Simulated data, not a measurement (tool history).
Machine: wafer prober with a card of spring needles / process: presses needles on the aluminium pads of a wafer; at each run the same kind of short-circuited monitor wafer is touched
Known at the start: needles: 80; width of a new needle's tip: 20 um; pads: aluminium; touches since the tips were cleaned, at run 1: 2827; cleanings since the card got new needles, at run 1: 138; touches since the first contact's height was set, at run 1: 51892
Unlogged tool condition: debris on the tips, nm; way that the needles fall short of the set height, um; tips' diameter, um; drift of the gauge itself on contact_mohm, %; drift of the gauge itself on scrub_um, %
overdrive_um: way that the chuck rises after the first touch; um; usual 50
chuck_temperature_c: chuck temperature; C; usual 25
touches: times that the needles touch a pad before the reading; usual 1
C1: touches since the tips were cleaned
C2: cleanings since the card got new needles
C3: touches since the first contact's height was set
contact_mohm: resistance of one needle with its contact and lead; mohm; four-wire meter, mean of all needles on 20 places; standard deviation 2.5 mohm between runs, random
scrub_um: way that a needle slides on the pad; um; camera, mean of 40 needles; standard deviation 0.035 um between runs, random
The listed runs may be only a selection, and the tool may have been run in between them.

{"run": 1, "day": 0.0, "overdrive_um": 50, "chuck_temperature_c": 25, "touches": 1, "C1": 2827, "C2": 138, "C3": 51892, "contact_mohm": 473, "scrub_um": 8.37}
{"day": 0.071, "done": "tips cleaned on abrasive film"}
{"day": 0.408, "done": "tips cleaned on abrasive film"}
{"day": 0.704, "done": "tips cleaned on abrasive film"}
{"run": 2, "day": 0.704, "overdrive_um": 50, "chuck_temperature_c": 25, "touches": 1, "C1": 0, "C2": 141, "C3": 59586, "contact_mohm": 305, "scrub_um": 8.28}
{"day": 1.046, "done": "tips cleaned on abrasive film"}
{"day": 1.388, "done": "tips cleaned on abrasive film"}
{"run": 3, "day": 1.488, "overdrive_um": 50, "chuck_temperature_c": 25, "touches": 1, "C1": 1115, "C2": 143, "C3": 68247, "contact_mohm": 392, "scrub_um": 8.26}
{"day": 1.696, "done": "tips cleaned on abrasive film"}
{"day": 1.971, "done": "tips cleaned on abrasive film"}
{"day": 2.312, "done": "tips cleaned on abrasive film"}
{"day": 2.617, "done": "tips cleaned on abrasive film"}
{"run": 4, "day": 2.617, "overdrive_um": 50, "chuck_temperature_c": 25, "touches": 1, "C1": 0, "C2": 147, "C3": 80659, "contact_mohm": 308, "scrub_um": 8.2}
{"day": 2.954, "done": "tips cleaned on abrasive film"}
{"day": 3.3, "done": "tips cleaned on abrasive film"}
{"day": 3.629, "done": "tips cleaned on abrasive film"}
{"run": 5, "day": 3.883, "overdrive_um": 50, "chuck_temperature_c": 49, "touches": 1, "C1": 2804, "C2": 150, "C3": 94621, "contact_mohm": 494, "scrub_um": 8.13}
{"day": 3.954, "done": "tips cleaned on abrasive film"}
{"day": 4.229, "done": "tips cleaned on abrasive film"}
{"day": 4.504, "done": "tips cleaned on abrasive film"}
{"day": 4.846, "done": "tips cleaned on abrasive film"}
{"day": 5.188, "done": "tips cleaned on abrasive film"}
{"run": 6, "day": 5.362, "overdrive_um": 50, "chuck_temperature_c": 25, "touches": 2, "C1": 1945, "C2": 155, "C3": 110867, "contact_mohm": 390, "scrub_um": 7.94}
{"day": 5.5, "done": "tips cleaned on abrasive film"}
{"day": 5.842, "done": "tips cleaned on abrasive film"}
{"day": 6.183, "done": "tips cleaned on abrasive film"}
{"day": 6.525, "done": "tips cleaned on abrasive film"}
{"day": 6.829, "done": "tips cleaned on abrasive film"}
{"run": 7, "day": 6.829, "overdrive_um": 50, "chuck_temperature_c": 25, "touches": 2, "C1": 0, "C2": 160, "C3": 127002, "contact_mohm": 313, "scrub_um": 7.89}
{"day": 7.171, "done": "tips cleaned on abrasive film"}
{"day": 7.512, "done": "tips cleaned on abrasive film"}
{"day": 7.788, "done": "tips cleaned on abrasive film"}
{"day": 8.125, "done": "tips cleaned on abrasive film"}
{"run": 8, "day": 8.125, "overdrive_um": 50, "chuck_temperature_c": 25, "touches": 1, "C1": 0, "C2": 164, "C3": 141268, "contact_mohm": 317, "scrub_um": 7.81}
{"day": 8.462, "done": "tips cleaned on abrasive film"}
{"day": 8.604, "done": "height of the first contact set anew"}
{"day": 8.812, "done": "tips cleaned on abrasive film"}
{"run": 9, "day": 9.067, "overdrive_um": 50, "chuck_temperature_c": 25, "touches": 1, "C1": 2825, "C2": 166, "C3": 5090, "contact_mohm": 533, "scrub_um": 7.28}
{"day": 9.138, "done": "tips cleaned on abrasive film"}
{"day": 9.479, "done": "tips cleaned on abrasive film"}
{"day": 9.821, "done": "tips cleaned on abrasive film"}
{"day": 10.096, "done": "tips cleaned on abrasive film"}
{"run": 10, "day": 10.133, "overdrive_um": 50, "chuck_temperature_c": 25, "touches": 1, "C1": 409, "C2": 170, "C3": 16823, "contact_mohm": 366, "scrub_um": 7.12}
{"day": 10.408, "done": "tips cleaned on abrasive film"}
{"day": 10.75, "done": "tips cleaned on abrasive film"}
{"day": 11.096, "done": "tips cleaned on abrasive film"}
{"day": 11.404, "done": "tips cleaned on abrasive film"}
{"run": 11, "day": 11.404, "overdrive_um": 31, "chuck_temperature_c": 25, "touches": 1, "C1": 0, "C2": 174, "C3": 30796, "contact_mohm": 401, "scrub_um": 3.84}
{"day": 11.742, "done": "tips cleaned on abrasive film"}
{"day": 12.017, "done": "tips cleaned on abrasive film"}
{"day": 12.354, "done": "tips cleaned on abrasive film"}
{"run": 12, "day": 12.575, "overdrive_um": 31, "chuck_temperature_c": 25, "touches": 1, "C1": 2424, "C2": 177, "C3": 43693, "contact_mohm": 1160, "scrub_um": 3.81}
{"day": 12.646, "done": "tips cleaned on abrasive film"}
{"day": 12.983, "done": "tips cleaned on abrasive film"}
{"day": 13.325, "done": "tips cleaned on abrasive film"}
{"day": 13.667, "done": "tips cleaned on abrasive film"}
{"day": 13.75, "done": "height of the first contact set anew, once more"}
{"day": 14.025, "done": "tips cleaned on abrasive film"}
{"run": 13, "day": 14.062, "overdrive_um": 31, "chuck_temperature_c": 25, "touches": 1, "C1": 437, "C2": 182, "C3": 3457, "contact_mohm": 426, "scrub_um": 5.29}
{"day": 14.338, "done": "tips cleaned on abrasive film"}
{"day": 14.679, "done": "tips cleaned on abrasive film"}
{"run": 14, "day": 14.946, "overdrive_um": 50, "chuck_temperature_c": 25, "touches": 1, "C1": 2939, "C2": 184, "C3": 13188, "contact_mohm": 486, "scrub_um": 8.61}
{"day": 15.017, "done": "tips cleaned on abrasive film"}
{"day": 15.358, "done": "tips cleaned on abrasive film"}
{"day": 15.683, "done": "tips cleaned on abrasive film"}
{"run": 15, "day": 15.683, "overdrive_um": 49, "chuck_temperature_c": 49, "touches": 2, "C1": 0, "C2": 187, "C3": 21302, "contact_mohm": 320, "scrub_um": 8.25}
{"day": 16.029, "done": "tips cleaned on abrasive film"}
{"day": 16.362, "done": "tips cleaned on abrasive film"}
{"day": 16.7, "done": "tips cleaned on abrasive film"}
{"day": 16.975, "done": "tips cleaned on abrasive film"}
{"run": 16, "day": 17.138, "overdrive_um": 40, "chuck_temperature_c": 25, "touches": 2, "C1": 1805, "C2": 191, "C3": 37310, "contact_mohm": 436, "scrub_um": 6.73}
{"day": 17.275, "done": "tips cleaned on abrasive film"}
{"day": 17.621, "done": "tips cleaned on abrasive film"}
{"day": 17.962, "done": "tips cleaned on abrasive film"}
{"day": 18.238, "done": "tips cleaned on abrasive film"}
{"run": 17, "day": 18.312, "overdrive_um": 40, "chuck_temperature_c": 34, "touches": 2, "C1": 852, "C2": 195, "C3": 50239, "contact_mohm": 377, "scrub_um": 6.6}

Run 18 has not been measured yet. What should we expect?
{"day": 18.521, "done": "tips cleaned on abrasive film"}
{"day": 18.862, "done": "tips cleaned on abrasive film"}
{"day": 19.138, "done": "tips cleaned on abrasive film"}
{"day": 19.479, "done": "tips cleaned on abrasive film"}
{"day": 19.754, "done": "tips cleaned on abrasive film"}
{"run": 18, "day": 19.792, "overdrive_um": 40, "chuck_temperature_c": 34, "touches": 2, "C1": 381, "C2": 200, "C3": 66466, "contact_mohm": "?", "scrub_um": "?"}

{"run 18": {"contact_mohm": 373, "scrub_um": 6.54}}
Take away the tool's hidden state, keep the run-to-run variation as it was, and the same run would have given contact_mohm 299 mohm, scrub_um 6.91 um.

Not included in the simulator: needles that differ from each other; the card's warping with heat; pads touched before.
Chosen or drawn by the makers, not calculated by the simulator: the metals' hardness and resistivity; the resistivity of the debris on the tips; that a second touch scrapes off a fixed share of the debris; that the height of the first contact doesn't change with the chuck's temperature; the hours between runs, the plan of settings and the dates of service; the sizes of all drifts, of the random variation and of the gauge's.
